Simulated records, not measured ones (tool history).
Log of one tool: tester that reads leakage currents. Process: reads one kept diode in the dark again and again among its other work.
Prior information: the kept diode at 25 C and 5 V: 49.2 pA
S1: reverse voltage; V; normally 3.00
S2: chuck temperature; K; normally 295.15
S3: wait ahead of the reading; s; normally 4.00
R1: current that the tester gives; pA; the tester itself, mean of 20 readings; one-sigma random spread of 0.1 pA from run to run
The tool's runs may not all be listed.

run,day,S1,S2,S3,R1
1,0.000,3.00,295.15,4.00,30.56
2,8.588,3.00,295.15,4.00,30.60
3,16.717,3.00,295.15,4.00,30.63
4,24.412,3.00,295.15,4.00,30.64
5,28.496,3.00,295.15,4.00,30.71
6,37.292,3.00,295.15,4.00,30.74
7,42.350,6.74,295.15,4.00,45.75
8,48.967,6.74,295.15,4.00,45.57
9,54.779,3.00,317.15,4.00,146.69
10,63.733,1.26,295.15,4.00,20.03
# day 69.425: chuck's temperature calibrated
11,70.625,3.00,295.15,4.00,30.47
12,80.379,3.00,295.15,4.00,30.72
13,89.617,11.41,295.15,4.00,59.02
14,97.279,11.41,295.15,4.00,59.32
# day 98.983: probe card cleaned and baked
# day 103.321: tester calibrated
15,104.342,11.41,295.15,4.00,58.96
16,110.121,11.41,295.15,4.00,58.88
17,115.888,3.00,295.15,7.26,30.77
18,120.912,2.33,295.15,7.26,26.93
19,127.300,16.72,295.15,0.31,74.03
20,135.971,16.72,295.15,0.31,73.98
# day 140.979: chuck's temperature calibrated
21,142.162,16.72,316.15,4.19,317.02
22,146.862,3.54,330.15,2.01,366.57
23,155.517,18.29,305.15,1.32,156.59
24,162.204,18.29,305.15,1.32,156.18
25,170.733,18.29,293.15,1.56,64.09
26,179.079,4.56,303.15,2.23,68.20
27,186.900,4.56,303.15,2.23,68.47
28,194.829,2.70,301.15,1.45,45.83
29,204.892,2.70,319.15,0.48,159.76
30,210.779,2.70,319.15,8.94,159.27
# day 211.750: chuck's temperature calibrated
31,217.842,14.67,319.15,8.94,364.43
32,223.088,14.67,319.15,0.53,365.99
33,228.788,3.00,298.15,4.00,38.41
34,234.638,13.47,314.15,0.38,252.78

Forecast each of these 4 alternatives for the next run:
A,241.996,8.81,314.15,0.38,?
B,241.996,6.93,314.15,0.65,?
C,241.996,3.00,293.15,0.77,?
D,241.996,3.46,296.15,1.83,?

run,R1
A,204.62
B,181.27
C,26.51
D,35.59
Had the tool no hidden state, the same runs would have come out as:
run,R1
A,204.64
B,181.30
C,26.49
D,35.57
